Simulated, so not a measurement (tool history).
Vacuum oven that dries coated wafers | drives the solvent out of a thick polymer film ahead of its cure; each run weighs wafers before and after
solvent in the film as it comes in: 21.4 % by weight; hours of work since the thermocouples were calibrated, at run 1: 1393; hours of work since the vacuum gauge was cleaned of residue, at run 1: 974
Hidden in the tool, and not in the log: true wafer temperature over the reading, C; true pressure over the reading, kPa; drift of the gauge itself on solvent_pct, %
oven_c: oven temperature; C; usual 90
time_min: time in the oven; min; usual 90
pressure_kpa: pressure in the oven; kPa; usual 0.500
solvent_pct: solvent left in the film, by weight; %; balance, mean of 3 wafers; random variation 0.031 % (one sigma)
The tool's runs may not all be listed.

| run | hour | oven_c | time_min | pressure_kpa | hours of work since the thermocouples were calibrated | hours of work since the vacuum gauge was cleaned of residue | solvent_pct |
|---|---|---|---|---|---|---|---|
| 1 | 0.0 | 90 | 90 | 0.500 | 1393 | 974 | 2.12 |
| 2 | 26.6 | 90 | 90 | 0.500 | 1404 | 985 | 2.14 |
| 3 | 69.7 | 90 | 144 | 0.500 | 1422 | 1003 | 0.90 |
| 4 | 114.6 | 90 | 144 | 0.500 | 1440 | 1022 | 0.90 |
| 5 | 170.6 | 90 | 90 | 0.500 | 1464 | 1045 | 2.09 |
| 6 | 226.1 | 90 | 90 | 0.500 | 1487 | 1068 | 2.13 |
| 7 | 279.5 | 90 | 90 | 0.500 | 1509 | 1091 | 2.19 |
| 8 | 337.9 | 90 | 90 | 0.500 | 1534 | 1115 | 2.12 |
| 9 | 386.4 | 90 | 90 | 0.500 | 1554 | 1135 | 2.11 |
| 10 | 423.8 | 90 | 90 | 0.500 | 1570 | 1151 | 2.13 |
| 11 | 476.8 | 90 | 90 | 0.500 | 1592 | 1173 | 2.15 |
| 12 | 528.1 | 90 | 90 | 0.584 | 1613 | 1195 | 2.18 |
| 13 | 573.4 | 90 | 90 | 0.584 | 1632 | 1213 | 2.16 |
|  | 594.1 | oven's thermocouples calibrated |
| 14 | 630.5 | 90 | 90 | 0.255 | 15 | 1236 | 2.57 |
| 15 | 668.7 | 90 | 90 | 1.316 | 31 | 1252 | 3.33 |
| 16 | 694.0 | 90 | 90 | 1.316 | 42 | 1263 | 3.30 |
| 17 | 752.9 | 90 | 90 | 1.316 | 66 | 1288 | 3.29 |
| 18 | 784.0 | 90 | 90 | 0.500 | 79 | 1301 | 2.75 |
| 19 | 825.3 | 90 | 90 | 1.059 | 96 | 1318 | 3.12 |
| 20 | 856.8 | 90 | 90 | 1.059 | 110 | 1331 | 3.19 |
| 21 | 902.2 | 76 | 90 | 1.011 | 129 | 1350 | 8.53 |
| 22 | 953.6 | 101 | 65 | 0.357 | 150 | 1371 | 1.31 |
| 23 | 991.3 | 84 | 97 | 0.680 | 166 | 1387 | 4.46 |
| 24 | 1043.9 | 79 | 52 | 0.335 | 188 | 1409 | 9.98 |
| 25 | 1069.6 | 90 | 146 | 0.500 | 198 | 1420 | 1.16 |
| 26 | 1108.2 | 91 | 146 | 1.373 | 215 | 1436 | 1.68 |
| 27 | 1145.2 | 99 | 121 | 0.338 | 230 | 1451 | 0.47 |
| 28 | 1176.6 | 99 | 121 | 0.338 | 243 | 1464 | 0.43 |
| 29 | 1228.5 | 99 | 121 | 0.338 | 265 | 1486 | 0.46 |
| 30 | 1264.3 | 84 | 134 | 1.600 | 280 | 1501 | 3.73 |
| 31 | 1317.6 | 90 | 144 | 0.500 | 302 | 1523 | 1.23 |
| 32 | 1358.2 | 100 | 68 | 0.320 | 319 | 1540 | 1.37 |
| 33 | 1403.7 | 100 | 68 | 0.320 | 338 | 1559 | 1.30 |
| 34 | 1445.5 | 85 | 68 | 0.358 | 355 | 1577 | 5.89 |
| 35 | 1479.6 | 85 | 68 | 0.358 | 370 | 1591 | 5.95 |
| 36 | 1534.6 | 93 | 115 | 0.544 | 393 | 1614 | 1.26 |
| 37 | 1576.1 | 94 | 66 | 0.500 | 410 | 1631 | 2.92 |

Hidden state or all else? Some run-to-run changes of solvent_pct, split into what the settings, what came in and random variation would give without the hidden state, and what is left for the hidden state (with any gauge scatter that isn't in both results):
Run 2 -> 3: time_min 90 -> 144. solvent_pct -1.24 %: hidden state +0.31, all else -1.55.
Run 4 -> 5: time_min 144 -> 90. solvent_pct +1.19 %: hidden state -0.31, all else +1.50.
Run 13 -> 14: pressure_kpa 0.584 -> 0.255, oven's thermocouples calibrated. solvent_pct +0.41 %: hidden state +0.66, all else -0.25.
Run 21 -> 22: oven_c 76 -> 101, time_min 90 -> 65, pressure_kpa 1.011 -> 0.357. solvent_pct -7.22 %: hidden state -0.06, all else -7.16.
Run 23 -> 24: oven_c 84 -> 79, time_min 97 -> 52, pressure_kpa 0.680 -> 0.335. solvent_pct +5.52 %: hidden state -0.03, all else +5.55.
Run 24 -> 25: oven_c 79 -> 90, time_min 52 -> 146, pressure_kpa 0.335 -> 0.500. solvent_pct -8.82 %: hidden state +0.05, all else -8.87.
